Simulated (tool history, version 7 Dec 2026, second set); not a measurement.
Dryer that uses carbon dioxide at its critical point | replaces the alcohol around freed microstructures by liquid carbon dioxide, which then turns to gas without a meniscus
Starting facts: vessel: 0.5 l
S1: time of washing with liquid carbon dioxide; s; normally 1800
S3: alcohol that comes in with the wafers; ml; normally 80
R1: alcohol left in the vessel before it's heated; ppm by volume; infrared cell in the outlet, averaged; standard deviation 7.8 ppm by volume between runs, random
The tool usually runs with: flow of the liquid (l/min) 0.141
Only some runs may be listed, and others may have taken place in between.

Run 1, day 0: usual settings. Result: R1 768 ppm by volume.
Run 2, day 0.375: usual settings but S1 1140 s. Result: R1 5208 ppm by volume.
Run 3, day 0.788: usual settings but S1 1140 s. Result: R1 5139 ppm by volume.
Run 4, day 1.054: usual settings but flow of the liquid (l/min) 0.144. Result: R1 696 ppm by volume.
Run 5, day 1.229: usual settings. Result: R1 780 ppm by volume.
Run 6, day 1.429: usual settings. Result: R1 778 ppm by volume.
Run 7, day 1.667: usual settings. Result: R1 788 ppm by volume.
Run 8, day 2.083: usual settings. Result: R1 763 ppm by volume.
Run 9, day 2.512: usual settings. Result: R1 766 ppm by volume.
Run 10, day 2.862: usual settings. Result: R1 804 ppm by volume.
Run 11, day 3.075: usual settings but S1 1380 s. Result: R1 2690 ppm by volume.
Run 12, day 3.442: usual settings but S1 1380 s. Result: R1 2710 ppm by volume.
Run 13, day 3.675: usual settings but flow of the liquid (l/min) 0.168. Result: R1 320 ppm by volume.
Run 14, day 4.017: usual settings. Result: R1 818 ppm by volume.
Run 15, day 4.25: usual settings. Result: R1 813 ppm by volume.
Run 16, day 4.517: usual settings. Result: R1 841 ppm by volume.
Run 17, day 4.896: usual settings. Result: R1 858 ppm by volume.
Run 18, day 5.171: usual settings. Result: R1 835 ppm by volume.
Run 19, day 5.5: usual settings. Result: R1 861 ppm by volume.
Run 20, day 5.721: usual settings. Result: R1 865 ppm by volume.
Run 21, day 6.117: usual settings. Result: R1 866 ppm by volume.
Run 22, day 6.304: usual settings. Result: R1 883 ppm by volume.
Run 23, day 6.729: usual settings but S1 2640 s. Result: R1 139 ppm by volume.
Run 24, day 6.962: usual settings but S1 2640 s. Result: R1 142 ppm by volume.
Run 25, day 7.296: usual settings but S1 1260 s, flow of the liquid (l/min) 0.121, S3 119 ml. Result: R1 9942 ppm by volume.
Run 26, day 7.725: usual settings but S1 1080 s. Result: R1 6780 ppm by volume.
Run 27, day 7.975: usual settings but S1 1980 s, flow of the liquid (l/min) 0.138, S3 69 ml. Result: R1 583 ppm by volume.
Run 28, day 8.35: usual settings but S1 1980 s, flow of the liquid (l/min) 0.138, S3 69 ml. Result: R1 569 ppm by volume.
Run 29, day 8.746: usual settings but S1 1440 s, flow of the liquid (l/min) 0.224, S3 69 ml. Result: R1 263 ppm by volume.
Run 30, day 9.012: usual settings but S1 2280 s, flow of the liquid (l/min) 0.152, S3 42 ml. Result: R1 143 ppm by volume.

Run 31 has not been measured yet. What should we expect?
Run 31, day 9.354: usual settings but S1 2280 s, flow of the liquid (l/min) 0.152, S3 42 ml. Result: R1 ?.

R1: 137 ppm by volume
Had the tool carried no hidden state, the very same run would have given R1 26 ppm by volume.
